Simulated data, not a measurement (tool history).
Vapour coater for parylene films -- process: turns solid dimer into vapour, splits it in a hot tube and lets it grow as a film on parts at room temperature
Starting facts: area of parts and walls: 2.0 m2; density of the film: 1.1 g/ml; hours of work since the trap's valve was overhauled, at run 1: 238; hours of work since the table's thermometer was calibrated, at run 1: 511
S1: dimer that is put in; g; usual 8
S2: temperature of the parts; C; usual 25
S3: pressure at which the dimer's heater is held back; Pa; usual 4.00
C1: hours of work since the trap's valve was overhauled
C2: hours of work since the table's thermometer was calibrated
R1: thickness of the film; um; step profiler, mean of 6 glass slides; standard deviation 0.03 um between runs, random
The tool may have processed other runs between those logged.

| run | hour | S1 | S2 | S3 | C1 | C2 | R1 |
|---|---|---|---|---|---|---|---|
| 1 | 0.0 | 8 | 25 | 4.00 | 238 | 511 | 2.67 |
| 2 | 8.5 | 8 | 25 | 4.00 | 245 | 518 | 2.66 |
| 3 | 25.4 | 8 | 25 | 10.70 | 258 | 531 | 2.19 |
| 4 | 34.6 | 8 | 25 | 4.00 | 265 | 538 | 2.66 |
| 5 | 51.1 | 8 | 25 | 4.00 | 278 | 551 | 2.66 |
| 6 | 62.3 | 8 | 25 | 4.00 | 287 | 560 | 2.64 |
| 7 | 74.8 | 8 | 25 | 4.00 | 296 | 570 | 2.66 |
| 8 | 88.4 | 8 | 25 | 4.00 | 307 | 580 | 2.64 |
| 9 | 99.0 | 8 | 25 | 4.00 | 315 | 588 | 2.66 |
| 10 | 107.8 | 8 | 25 | 4.00 | 322 | 595 | 2.64 |
| 11 | 122.5 | 8 | 18 | 4.00 | 334 | 607 | 3.38 |
| 12 | 129.6 | 8 | 18 | 4.00 | 339 | 612 | 3.39 |
| 13 | 141.7 | 8 | 25 | 4.00 | 349 | 622 | 2.58 |
| 14 | 156.9 | 8 | 25 | 11.69 | 361 | 634 | 2.15 |
| 15 | 171.6 | 8 | 25 | 4.00 | 372 | 645 | 2.64 |
| 16 | 185.0 | 8 | 25 | 4.00 | 383 | 656 | 2.61 |
| 17 | 192.1 | 8 | 25 | 4.00 | 388 | 661 | 2.61 |
| 18 | 202.4 | 8 | 21 | 4.00 | 396 | 669 | 2.98 |
|  | 214.5 | trap's valve overhauled |
| 19 | 217.7 | 8 | 21 | 4.00 | 3 | 678 | 3.09 |
| 20 | 226.6 | 8 | 37 | 4.00 | 9 | 685 | 1.74 |
| 21 | 243.5 | 8 | 37 | 4.00 | 23 | 698 | 1.71 |
| 22 | 252.8 | 4 | 21 | 8.57 | 30 | 706 | 1.38 |
| 23 | 268.8 | 4 | 21 | 8.57 | 42 | 718 | 1.37 |
|  | 271.1 | table's thermometer calibrated |
| 24 | 281.4 | 4 | 21 | 8.57 | 51 | 8 | 1.40 |
| 25 | 289.4 | 4 | 27 | 2.03 | 58 | 14 | 1.42 |
| 26 | 296.6 | 4 | 19 | 3.94 | 63 | 20 | 1.68 |
| 27 | 309.9 | 4 | 19 | 3.94 | 74 | 30 | 1.71 |
| 28 | 318.4 | 7 | 22 | 3.94 | 80 | 37 | 2.62 |
| 29 | 326.5 | 7 | 21 | 3.37 | 87 | 43 | 2.70 |
| 30 | 337.0 | 7 | 21 | 3.37 | 95 | 51 | 2.78 |
|  | 349.0 | table's thermometer calibrated, once more |
| 31 | 349.4 | 13 | 25 | 4.00 | 104 | 0 | 4.42 |
| 32 | 363.1 | 13 | 25 | 4.00 | 115 | 11 | 4.52 |
| 33 | 377.5 | 11 | 35 | 7.15 | 126 | 22 | 2.38 |
| 34 | 386.3 | 11 | 35 | 7.15 | 133 | 29 | 2.42 |
| 35 | 401.4 | 11 | 26 | 4.88 | 145 | 41 | 3.50 |

Branching from run 35: 5 alternative next runs. What would each branch give?
| A | 412.1 | 8 | 32 | 5.33 | 153 | 49 | ? |
| B | 412.1 | 11 | 28 | 4.88 | 153 | 49 | ? |
| C | 412.1 | 11 | 26 | 3.06 | 153 | 49 | ? |
| D | 412.1 | 14 | 25 | 2.74 | 153 | 49 | ? |
| E | 412.1 | 4 | 25 | 4.00 | 153 | 49 | ? |

| run | R1 |
|---|---|
| A | 2.02 |
| B | 3.25 |
| C | 3.81 |
| D | 5.12 |
| E | 1.36 |
With no hidden state in the tool, these same runs would have given:
| run | R1 |
|---|---|
| A | 2.08 |
| B | 3.35 |
| C | 3.93 |
| D | 5.28 |
| E | 1.40 |
